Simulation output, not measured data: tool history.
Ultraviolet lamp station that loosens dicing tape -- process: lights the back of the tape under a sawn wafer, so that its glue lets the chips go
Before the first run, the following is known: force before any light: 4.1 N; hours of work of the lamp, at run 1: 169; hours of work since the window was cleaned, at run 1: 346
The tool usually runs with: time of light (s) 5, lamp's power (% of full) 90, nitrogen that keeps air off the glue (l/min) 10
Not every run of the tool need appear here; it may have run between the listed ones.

run,hour,time of light (s),lamp's power (% of full),nitrogen that keeps air off the glue (l/min),hours of work of the lamp,hours of work since the window was cleaned,force that peels the tape off (N),light that reached the tape (mJ/cm²)
1,0,5,90,10,169,346,0.24,397
2,12.9,5,67,10,176,353,0.325,300
3,29.1,5,67,10,185,362,0.321,295
4,50.9,5,67,10,197,374,0.32,292
5,64.6,5,67,10,205,381,0.315,288
6,82.2,3,90,10,214,391,0.437,233
7,104.3,3,90,10,226,403,0.443,232
8,121.7,5,90,10,236,412,0.26,383
9,143.1,5,90,10,248,424,0.255,384
10,158.8,2,63,4,256,433,1.577,108
11,180.5,5,69,10,268,444,0.327,294
12,196.5,5,86,10,277,453,0.256,360
13,205.9,4,90,8,282,458,0.338,298
14,219.1,4,90,8,289,466,0.325,302
15,228.3,4,79,8,294,471,0.405,265

Each row is a separate what-if for the run after 15, all from the same tool condition, not one after another. Results?
A,241.7,3,79,8,302,478,?,?
B,241.7,4,72,8,302,478,?,?
C,241.7,4,73,4,302,478,?,?
D,241.7,2,90,5,302,478,?,?

run,force that peels the tape off (N),light that reached the tape (mJ/cm²)
A,0.616,197
B,0.438,237
C,0.559,242
D,1.058,154
Stripped of hidden state, with their random variation kept, the same runs would have yielded:
run,force that peels the tape off (N),light that reached the tape (mJ/cm²)
A,0.479,234
B,0.344,282
C,0.434,287
D,0.845,182
